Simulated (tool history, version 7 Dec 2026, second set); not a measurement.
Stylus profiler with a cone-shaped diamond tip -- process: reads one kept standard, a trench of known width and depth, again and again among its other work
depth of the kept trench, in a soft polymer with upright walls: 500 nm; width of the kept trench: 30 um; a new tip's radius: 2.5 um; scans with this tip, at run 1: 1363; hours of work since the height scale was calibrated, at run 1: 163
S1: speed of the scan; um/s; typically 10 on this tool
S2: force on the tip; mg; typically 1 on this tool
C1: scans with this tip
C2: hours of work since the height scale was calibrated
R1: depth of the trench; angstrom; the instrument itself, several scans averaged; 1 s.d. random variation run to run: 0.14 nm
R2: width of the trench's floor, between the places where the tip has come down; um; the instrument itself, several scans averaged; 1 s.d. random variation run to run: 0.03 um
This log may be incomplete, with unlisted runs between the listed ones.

{"run": 1, "hour": 0.0, "S1": 10, "S2": 1, "C1": 1363, "C2": 163, "R1": 5037.4, "R2": 26.83}
{"run": 2, "hour": 25.4, "S1": 10, "S2": 1, "C1": 1522, "C2": 182, "R1": 5038.7, "R2": 26.83}
{"run": 3, "hour": 73.8, "S1": 5, "S2": 1, "C1": 1825, "C2": 219, "R1": 5040, "R2": 26.85}
{"run": 4, "hour": 106.4, "S1": 5, "S2": 1, "C1": 2030, "C2": 243, "R1": 5039.3, "R2": 26.79}
{"run": 5, "hour": 132.7, "S1": 5, "S2": 1, "C1": 2194, "C2": 263, "R1": 5038.2, "R2": 26.84}
{"run": 6, "hour": 181.6, "S1": 10, "S2": 1, "C1": 2501, "C2": 299, "R1": 5040.9, "R2": 26.86}
{"run": 7, "hour": 221.2, "S1": 10, "S2": 1, "C1": 2749, "C2": 329, "R1": 5042.4, "R2": 26.77}
{"run": 8, "hour": 253.0, "S1": 10, "S2": 1, "C1": 2948, "C2": 353, "R1": 5043, "R2": 26.73}
{"run": 9, "hour": 285.6, "S1": 10, "S2": 1, "C1": 3153, "C2": 377, "R1": 5045.5, "R2": 26.7}
{"run": 10, "hour": 324.4, "S1": 10, "S2": 1, "C1": 3396, "C2": 407, "R1": 5044.6, "R2": 26.68}
{"run": 11, "hour": 358.1, "S1": 10, "S2": 1, "C1": 3607, "C2": 432, "R1": 5044.2, "R2": 26.71}
{"run": 12, "hour": 396.4, "S1": 10, "S2": 1, "C1": 3848, "C2": 461, "R1": 5043.4, "R2": 26.71}
{"run": 13, "hour": 437.9, "S1": 10, "S2": 1, "C1": 4108, "C2": 492, "R1": 5043.6, "R2": 26.68}
{"run": 14, "hour": 468.9, "S1": 10, "S2": 1, "C1": 4302, "C2": 515, "R1": 5047.4, "R2": 26.68}
{"run": 15, "hour": 506.2, "S1": 10, "S2": 1, "C1": 4536, "C2": 543, "R1": 5042.3, "R2": 26.68}
{"run": 16, "hour": 533.4, "S1": 10, "S2": 1, "C1": 4707, "C2": 563, "R1": 5048.3, "R2": 26.66}
{"run": 17, "hour": 572.7, "S1": 10, "S2": 1, "C1": 4953, "C2": 593, "R1": 5044.6, "R2": 26.64}
{"run": 18, "hour": 601.4, "S1": 10, "S2": 1.46, "C1": 5133, "C2": 614, "R1": 5060.7, "R2": 26.6}
{"run": 19, "hour": 635.6, "S1": 10, "S2": 1, "C1": 5347, "C2": 640, "R1": 5048.4, "R2": 26.58}
{"run": 20, "hour": 669.6, "S1": 10, "S2": 1, "C1": 5560, "C2": 666, "R1": 5050.6, "R2": 26.59}
{"run": 21, "hour": 710.1, "S1": 10, "S2": 1, "C1": 5814, "C2": 696, "R1": 5048.6, "R2": 26.55}
{"run": 22, "hour": 743.6, "S1": 10, "S2": 1, "C1": 6024, "C2": 721, "R1": 5049.6, "R2": 26.54}
{"run": 23, "hour": 766.9, "S1": 9, "S2": 1, "C1": 6170, "C2": 739, "R1": 5050.7, "R2": 26.45}
{"run": 24, "hour": 811.0, "S1": 7, "S2": 1.94, "C1": 6446, "C2": 772, "R1": 5069.6, "R2": 26.51}
{"run": 25, "hour": 844.5, "S1": 30, "S2": 1, "C1": 6657, "C2": 797, "R1": 5053.3, "R2": 26.44}
{"run": 26, "hour": 882.9, "S1": 7, "S2": 1, "C1": 6897, "C2": 826, "R1": 5052.2, "R2": 26.5}
{"run": 27, "hour": 910.4, "S1": 7, "S2": 1, "C1": 7070, "C2": 846, "R1": 5054, "R2": 26.54}
{"run": 28, "hour": 930.5, "S1": 4, "S2": 0.49, "C1": 7196, "C2": 861, "R1": 5041.3, "R2": 26.52}
{"run": 29, "hour": 962.4, "S1": 6, "S2": 0.95, "C1": 7396, "C2": 885, "R1": 5051.8, "R2": 26.48}
{"run": 30, "hour": 990.1, "S1": 6, "S2": 0.95, "C1": 7569, "C2": 906, "R1": 5054.2, "R2": 26.51}
{"hour": 993.0, "done": "height scale calibrated on a step standard"}
{"run": 31, "hour": 1030.0, "S1": 6, "S2": 0.95, "C1": 7816, "C2": 28, "R1": 5066.1, "R2": 26.45}
{"run": 32, "hour": 1072.1, "S1": 6, "S2": 0.95, "C1": 8080, "C2": 59, "R1": 5061.2, "R2": 26.41}
{"run": 33, "hour": 1109.3, "S1": 16, "S2": 0.36, "C1": 8313, "C2": 87, "R1": 5046.7, "R2": 26.4}
{"run": 34, "hour": 1153.3, "S1": 7, "S2": 1.82, "C1": 8589, "C2": 120, "R1": 5081.9, "R2": 26.41}
{"run": 35, "hour": 1175.9, "S1": 10, "S2": 0.48, "C1": 8731, "C2": 137, "R1": 5053.9, "R2": 26.39}
{"hour": 1198.9, "done": "height scale calibrated on a step standard, once more"}
{"run": 36, "hour": 1210.1, "S1": 10, "S2": 1.61, "C1": 8942, "C2": 8, "R1": 5042.7, "R2": 26.37}
{"run": 37, "hour": 1232.4, "S1": 8, "S2": 1.29, "C1": 9082, "C2": 25, "R1": 5038.2, "R2": 26.37}
{"run": 38, "hour": 1280.9, "S1": 37, "S2": 2.41, "C1": 9386, "C2": 62, "R1": 5057.5, "R2": 26.27}
{"run": 39, "hour": 1316.6, "S1": 9, "S2": 2.41, "C1": 9610, "C2": 88, "R1": 5059, "R2": 26.35}
{"run": 40, "hour": 1353.9, "S1": 3, "S2": 0.62, "C1": 9843, "C2": 116, "R1": 5026.6, "R2": 26.29}
{"run": 41, "hour": 1393.1, "S1": 12, "S2": 0.97, "C1": 10089, "C2": 146, "R1": 5038.1, "R2": 26.23}
{"run": 42, "hour": 1416.7, "S1": 11, "S2": 1.13, "C1": 10237, "C2": 163, "R1": 5038.4, "R2": 26.33}
{"run": 43, "hour": 1450.4, "S1": 9, "S2": 0.82, "C1": 10449, "C2": 189, "R1": 5032, "R2": 26.3}
{"run": 44, "hour": 1494.5, "S1": 22, "S2": 0.82, "C1": 10725, "C2": 222, "R1": 5032.5, "R2": 26.26}
{"run": 45, "hour": 1532.3, "S1": 7, "S2": 2.92, "C1": 10962, "C2": 250, "R1": 5071.6, "R2": 26.23}

Consider 4 possible next runs. They are alternatives, not a sequence: every one starts from the tool as it was left by run 45. What does each give?
{"run": "A", "hour": 1554.4, "S1": 13, "S2": 1.32, "C1": 11100, "C2": 267, "R1": "?", "R2": "?"}
{"run": "B", "hour": 1554.4, "S1": 10, "S2": 0.5, "C1": 11100, "C2": 267, "R1": "?", "R2": "?"}
{"run": "C", "hour": 1554.4, "S1": 16, "S2": 0.98, "C1": 11100, "C2": 267, "R1": "?", "R2": "?"}
{"run": "D", "hour": 1554.4, "S1": 23, "S2": 1.47, "C1": 11100, "C2": 267, "R1": "?", "R2": "?"}

run=A R1=5043.8 R2=26.23
run=B R1=5026.8 R2=26.26
run=C R1=5037.3 R2=26.21
run=D R1=5049.4 R2=26.2
What these runs would have given with no unlogged condition in the tool:
run=A R1=5038.2 R2=26.96
run=B R1=5021.2 R2=26.99
run=C R1=5031.6 R2=26.93
run=D R1=5043.8 R2=26.92
